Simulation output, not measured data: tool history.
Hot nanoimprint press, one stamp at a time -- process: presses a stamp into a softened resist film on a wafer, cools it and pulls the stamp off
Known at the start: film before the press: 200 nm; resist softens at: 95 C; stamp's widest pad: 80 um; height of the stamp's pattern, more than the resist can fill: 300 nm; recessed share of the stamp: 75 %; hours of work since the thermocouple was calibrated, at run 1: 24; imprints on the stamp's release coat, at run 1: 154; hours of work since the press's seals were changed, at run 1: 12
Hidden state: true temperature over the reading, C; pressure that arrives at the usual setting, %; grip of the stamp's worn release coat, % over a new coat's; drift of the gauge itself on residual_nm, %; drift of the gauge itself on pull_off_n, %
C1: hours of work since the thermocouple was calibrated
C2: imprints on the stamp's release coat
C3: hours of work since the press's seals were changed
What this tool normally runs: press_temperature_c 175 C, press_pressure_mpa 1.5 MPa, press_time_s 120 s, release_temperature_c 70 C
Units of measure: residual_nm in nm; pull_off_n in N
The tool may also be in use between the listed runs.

{"run": 1, "hour": 0.0, "press_temperature_c": 175, "press_pressure_mpa": 1.5, "press_time_s": 120, "release_temperature_c": 70, "C1": 24, "C2": 154, "C3": 12, "residual_nm": 71, "pull_off_n": 170}
{"run": 2, "hour": 15.5, "press_temperature_c": 175, "press_pressure_mpa": 1.5, "press_time_s": 120, "release_temperature_c": 70, "C1": 32, "C2": 207, "C3": 20, "residual_nm": 71.1, "pull_off_n": 170}
{"run": 3, "hour": 25.1, "press_temperature_c": 175, "press_pressure_mpa": 1.5, "press_time_s": 120, "release_temperature_c": 70, "C1": 37, "C2": 240, "C3": 26, "residual_nm": 71.3, "pull_off_n": 172}
{"run": 4, "hour": 46.2, "press_temperature_c": 175, "press_pressure_mpa": 1.5, "press_time_s": 120, "release_temperature_c": 70, "C1": 49, "C2": 313, "C3": 37, "residual_nm": 71.7, "pull_off_n": 172}
{"run": 5, "hour": 67.2, "press_temperature_c": 175, "press_pressure_mpa": 1.29, "press_time_s": 120, "release_temperature_c": 70, "C1": 60, "C2": 386, "C3": 48, "residual_nm": 76, "pull_off_n": 175}
{"run": 6, "hour": 81.3, "press_temperature_c": 175, "press_pressure_mpa": 1.29, "press_time_s": 120, "release_temperature_c": 70, "C1": 67, "C2": 434, "C3": 56, "residual_nm": 76.1, "pull_off_n": 173}
{"run": 7, "hour": 96.5, "press_temperature_c": 175, "press_pressure_mpa": 1.29, "press_time_s": 120, "release_temperature_c": 70, "C1": 76, "C2": 487, "C3": 64, "residual_nm": 76.2, "pull_off_n": 175}
{"run": 8, "hour": 118.6, "press_temperature_c": 175, "press_pressure_mpa": 1.5, "press_time_s": 120, "release_temperature_c": 61, "C1": 88, "C2": 563, "C3": 76, "residual_nm": 71.3, "pull_off_n": 221}
{"run": 9, "hour": 130.8, "press_temperature_c": 175, "press_pressure_mpa": 1.5, "press_time_s": 120, "release_temperature_c": 61, "C1": 94, "C2": 605, "C3": 82, "residual_nm": 71.5, "pull_off_n": 223}
{"hour": 141.6, "done": "stamp cleaned and given a new release coat"}
{"run": 10, "hour": 155.9, "press_temperature_c": 175, "press_pressure_mpa": 1.5, "press_time_s": 120, "release_temperature_c": 70, "C1": 104, "C2": 49, "C3": 93, "residual_nm": 71.6, "pull_off_n": 167}
{"run": 11, "hour": 168.8, "press_temperature_c": 175, "press_pressure_mpa": 1.5, "press_time_s": 120, "release_temperature_c": 70, "C1": 111, "C2": 94, "C3": 100, "residual_nm": 71.5, "pull_off_n": 167}
{"run": 12, "hour": 178.3, "press_temperature_c": 175, "press_pressure_mpa": 1.5, "press_time_s": 120, "release_temperature_c": 70, "C1": 116, "C2": 127, "C3": 105, "residual_nm": 71.6, "pull_off_n": 169}
{"run": 13, "hour": 196.7, "press_temperature_c": 175, "press_pressure_mpa": 1.5, "press_time_s": 120, "release_temperature_c": 76, "C1": 126, "C2": 190, "C3": 115, "residual_nm": 71.7, "pull_off_n": 141}
{"hour": 201.5, "done": "plate thermocouple calibrated"}
{"run": 14, "hour": 216.9, "press_temperature_c": 175, "press_pressure_mpa": 1.5, "press_time_s": 120, "release_temperature_c": 76, "C1": 8, "C2": 250, "C3": 124, "residual_nm": 71.5, "pull_off_n": 145}
{"run": 15, "hour": 227.8, "press_temperature_c": 175, "press_pressure_mpa": 1.5, "press_time_s": 120, "release_temperature_c": 76, "C1": 14, "C2": 287, "C3": 130, "residual_nm": 71.5, "pull_off_n": 145}
{"run": 16, "hour": 237.9, "press_temperature_c": 175, "press_pressure_mpa": 1.62, "press_time_s": 77, "release_temperature_c": 70, "C1": 20, "C2": 322, "C3": 135, "residual_nm": 83.6, "pull_off_n": 172}
{"run": 17, "hour": 247.5, "press_temperature_c": 175, "press_pressure_mpa": 1.5, "press_time_s": 125, "release_temperature_c": 63, "C1": 25, "C2": 356, "C3": 140, "residual_nm": 70.7, "pull_off_n": 209}
{"run": 18, "hour": 266.9, "press_temperature_c": 175, "press_pressure_mpa": 1.5, "press_time_s": 125, "release_temperature_c": 63, "C1": 35, "C2": 423, "C3": 151, "residual_nm": 70.5, "pull_off_n": 209}
{"run": 19, "hour": 281.0, "press_temperature_c": 175, "press_pressure_mpa": 1.5, "press_time_s": 125, "release_temperature_c": 63, "C1": 43, "C2": 471, "C3": 158, "residual_nm": 70.9, "pull_off_n": 210}
{"run": 20, "hour": 298.1, "press_temperature_c": 171, "press_pressure_mpa": 1.5, "press_time_s": 97, "release_temperature_c": 58, "C1": 52, "C2": 530, "C3": 167, "residual_nm": 90.5, "pull_off_n": 236}
{"hour": 313.3, "done": "plate thermocouple calibrated, once more"}
{"run": 21, "hour": 322.1, "press_temperature_c": 175, "press_pressure_mpa": 1.5, "press_time_s": 69, "release_temperature_c": 69, "C1": 5, "C2": 603, "C3": 179, "residual_nm": 89.7, "pull_off_n": 183}
{"hour": 333.6, "done": "stamp cleaned and given a new release coat"}
{"run": 22, "hour": 344.6, "press_temperature_c": 168, "press_pressure_mpa": 1.5, "press_time_s": 120, "release_temperature_c": 70, "C1": 14, "C2": 38, "C3": 188, "residual_nm": 91.5, "pull_off_n": 165}

Estimate the outcome of run 23 from the log above:
{"run": 23, "hour": 366.4, "press_temperature_c": 168, "press_pressure_mpa": 1.5, "press_time_s": 120, "release_temperature_c": 70, "C1": 25, "C2": 113, "C3": 199, "residual_nm": "?", "pull_off_n": "?"}

Run 23 came out at residual_nm 91.6 nm, pull_off_n 166 N.
With no hidden state in the tool, this same run would have given residual_nm 91 nm, pull_off_n 163 N.
